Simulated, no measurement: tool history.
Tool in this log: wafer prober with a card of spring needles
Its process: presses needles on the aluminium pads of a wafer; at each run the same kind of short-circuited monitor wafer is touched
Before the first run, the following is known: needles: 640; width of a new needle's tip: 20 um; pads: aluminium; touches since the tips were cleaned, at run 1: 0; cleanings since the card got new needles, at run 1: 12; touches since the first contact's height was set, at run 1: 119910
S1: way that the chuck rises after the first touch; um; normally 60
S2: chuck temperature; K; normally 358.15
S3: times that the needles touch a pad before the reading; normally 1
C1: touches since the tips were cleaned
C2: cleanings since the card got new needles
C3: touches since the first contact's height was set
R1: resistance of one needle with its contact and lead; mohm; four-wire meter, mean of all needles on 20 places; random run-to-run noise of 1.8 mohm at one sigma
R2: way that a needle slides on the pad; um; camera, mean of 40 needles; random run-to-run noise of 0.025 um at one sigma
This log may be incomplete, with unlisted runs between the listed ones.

run 1 hour=0 | S1=60 S2=358.15 S3=1 | C1=0 C2=12 C3=119910 | R1=188 R2=10.41
-- hour=29.2 tips cleaned on abrasive film
run 2 hour=40.8 | S1=60 S2=358.15 S3=1 | C1=4090 C2=13 C3=134282 | R1=189 R2=10.44
-- hour=58 tips cleaned on abrasive film
-- hour=83.9 tips cleaned on abrasive film
run 3 hour=87.7 | S1=60 S2=358.15 S3=2 | C1=1343 C2=15 C3=150807 | R1=193 R2=10.45
-- hour=112.1 tips cleaned on abrasive film
-- hour=141.5 tips cleaned on abrasive film
-- hour=172 tips cleaned on abrasive film
run 4 hour=177.8 | S1=60 S2=358.15 S3=2 | C1=2047 C2=18 C3=182509 | R1=189 R2=10.44
-- hour=200.9 tips cleaned on abrasive film
-- hour=207.3 height of the first contact set anew
run 5 hour=218.9 | S1=60 S2=358.15 S3=2 | C1=6270 C2=19 C3=4129 | R1=192 R2=10.44
-- hour=230 tips cleaned on abrasive film
-- hour=259.8 tips cleaned on abrasive film
-- hour=288.8 tips cleaned on abrasive film
run 6 hour=291.3 | S1=60 S2=358.15 S3=2 | C1=887 C2=22 C3=29603 | R1=190 R2=10.44
-- hour=317.8 tips cleaned on abrasive film
-- hour=346.8 tips cleaned on abrasive film
-- hour=376.2 tips cleaned on abrasive film
run 7 hour=379.5 | S1=60 S2=370.15 S3=2 | C1=1163 C2=25 C3=60637 | R1=191 R2=10.48
-- hour=406.9 tips cleaned on abrasive film
-- hour=435.8 tips cleaned on abrasive film
-- hour=464.8 tips cleaned on abrasive film
run 8 hour=465.3 | S1=60 S2=358.15 S3=1 | C1=169 C2=28 C3=90862 | R1=186 R2=10.41
-- hour=491.7 tips cleaned on abrasive film
-- hour=518.3 tips cleaned on abrasive film
-- hour=544.4 tips cleaned on abrasive film
run 9 hour=544.4 | S1=60 S2=358.15 S3=1 | C1=0 C2=31 C3=118705 | R1=190 R2=10.49
-- hour=570.7 tips cleaned on abrasive film
-- hour=601.8 tips cleaned on abrasive film
-- hour=629.5 tips cleaned on abrasive film
run 10 hour=640.8 | S1=60 S2=358.15 S3=1 | C1=4001 C2=34 C3=152648 | R1=189 R2=10.47
-- hour=656.4 tips cleaned on abrasive film
-- hour=685.4 tips cleaned on abrasive film
run 11 hour=702.6 | S1=60 S2=358.15 S3=1 | C1=6045 C2=36 C3=174395 | R1=188 R2=10.44
-- hour=714.3 tips cleaned on abrasive film
-- hour=740.1 tips cleaned on abrasive film
-- hour=751.9 height of the first contact set anew
run 12 hour=760.3 | S1=60 S2=358.15 S3=1 | C1=7011 C2=38 C3=2950 | R1=188 R2=10.43
-- hour=770.8 tips cleaned on abrasive film
-- hour=797.6 tips cleaned on abrasive film
-- hour=822.5 tips cleaned on abrasive film
run 13 hour=825.2 | S1=60 S2=358.15 S3=1 | C1=982 C2=41 C3=25799 | R1=190 R2=10.43
-- hour=852.1 tips cleaned on abrasive film
-- hour=880 tips cleaned on abrasive film
run 14 hour=895.4 | S1=60 S2=358.15 S3=1 | C1=5441 C2=43 C3=50503 | R1=189 R2=10.49
-- hour=907.9 tips cleaned on abrasive film
-- hour=936.9 tips cleaned on abrasive film
-- hour=966.3 tips cleaned on abrasive film
run 15 hour=966.3 | S1=41 S2=358.15 S3=1 | C1=0 C2=46 C3=75455 | R1=194 R2=7.11
-- hour=996.9 tips cleaned on abrasive film
-- hour=1027.1 tips cleaned on abrasive film
run 16 hour=1033.7 | S1=60 S2=329.15 S3=1 | C1=2338 C2=48 C3=99197 | R1=185 R2=10.41
-- hour=1052.3 tips cleaned on abrasive film
-- hour=1082.4 tips cleaned on abrasive film
run 17 hour=1090.6 | S1=56 S2=358.15 S3=1 | C1=2922 C2=50 C3=119246 | R1=188 R2=9.73
-- hour=1113 tips cleaned on abrasive film
-- hour=1140 tips cleaned on abrasive film
run 18 hour=1162.4 | S1=49 S2=317.15 S3=2 | C1=7930 C2=52 C3=144533 | R1=184 R2=8.52
-- hour=1168.7 tips cleaned on abrasive film
-- hour=1198 tips cleaned on abrasive film
-- hour=1226.7 tips cleaned on abrasive film
run 19 hour=1235.7 | S1=52 S2=307.15 S3=1 | C1=3184 C2=55 C3=170331 | R1=186 R2=9.05
-- hour=1254.4 tips cleaned on abrasive film
-- hour=1283.6 tips cleaned on abrasive film
-- hour=1301.9 height of the first contact set anew
-- hour=1309.4 tips cleaned on abrasive film
run 20 hour=1309.4 | S1=52 S2=307.15 S3=2 | C1=0 C2=58 C3=2602 | R1=180 R2=9.05
-- hour=1340.2 tips cleaned on abrasive film
-- hour=1365.8 tips cleaned on abrasive film
run 21 hour=1365.8 | S1=67 S2=307.15 S3=2 | C1=0 C2=60 C3=22450 | R1=177 R2=11.7
-- hour=1391.2 tips cleaned on abrasive film
-- hour=1419.5 tips cleaned on abrasive film
-- hour=1444.9 tips cleaned on abrasive film
run 22 hour=1444.9 | S1=52 S2=358.15 S3=2 | C1=0 C2=63 C3=50313 | R1=192 R2=9.03
-- hour=1472.7 tips cleaned on abrasive film
-- hour=1503.4 tips cleaned on abrasive film
run 23 hour=1505.2 | S1=41 S2=324.15 S3=2 | C1=606 C2=65 C3=71516 | R1=190 R2=7.13
-- hour=1529.6 tips cleaned on abrasive film
-- hour=1560.7 tips cleaned on abrasive film
-- hour=1587 tips cleaned on abrasive film
run 24 hour=1587 | S1=70 S2=354.15 S3=2 | C1=0 C2=68 C3=100332 | R1=190 R2=12.19
-- hour=1615.7 tips cleaned on abrasive film
-- hour=1645.4 tips cleaned on abrasive film
run 25 hour=1656.8 | S1=70 S2=354.15 S3=2 | C1=4024 C2=70 C3=124930 | R1=186 R2=12.18
-- hour=1675.5 tips cleaned on abrasive film
-- hour=1705.2 tips cleaned on abrasive film
run 26 hour=1715.7 | S1=70 S2=354.15 S3=2 | C1=3734 C2=72 C3=145668 | R1=186 R2=12.24
-- hour=1731.6 tips cleaned on abrasive film
-- hour=1757.2 tips cleaned on abrasive film
run 27 hour=1765.5 | S1=69 S2=306.15 S3=2 | C1=2903 C2=74 C3=163167 | R1=179 R2=12.03
-- hour=1782.7 tips cleaned on abrasive film
-- hour=1807.6 tips cleaned on abrasive film
run 28 hour=1809.3 | S1=60 S2=333.15 S3=1 | C1=608 C2=76 C3=178582 | R1=185 R2=10.46

Predict each of these 4 candidate next runs independently; none follows another, all start after run 28:
-- hour=1836 tips cleaned on abrasive film
-- hour=1848.7 height of the first contact set anew
-- hour=1867.3 tips cleaned on abrasive film
run A hour=1887.3 | S1=60 S2=368.15 S3=1 | C1=7049 C2=78 C3=13612 | R1=? R2=?
-- hour=1836 tips cleaned on abrasive film
-- hour=1848.7 height of the first contact set anew
-- hour=1867.3 tips cleaned on abrasive film
run B hour=1887.3 | S1=45 S2=358.15 S3=2 | C1=7049 C2=78 C3=13612 | R1=? R2=?
-- hour=1836 tips cleaned on abrasive film
-- hour=1848.7 height of the first contact set anew
-- hour=1867.3 tips cleaned on abrasive film
run C hour=1887.3 | S1=60 S2=318.15 S3=1 | C1=7049 C2=78 C3=13612 | R1=? R2=?
-- hour=1836 tips cleaned on abrasive film
-- hour=1848.7 height of the first contact set anew
-- hour=1867.3 tips cleaned on abrasive film
run D hour=1887.3 | S1=62 S2=339.15 S3=1 | C1=7049 C2=78 C3=13612 | R1=? R2=?

run=A R1=192 R2=10.43
run=B R1=193 R2=7.83
run=C R1=181 R2=10.41
run=D R1=187 R2=10.84
With no hidden state in the tool, these same runs would have given:
run=A R1=191 R2=10.43
run=B R1=192 R2=7.83
run=C R1=180 R2=10.41
run=D R1=186 R2=10.84
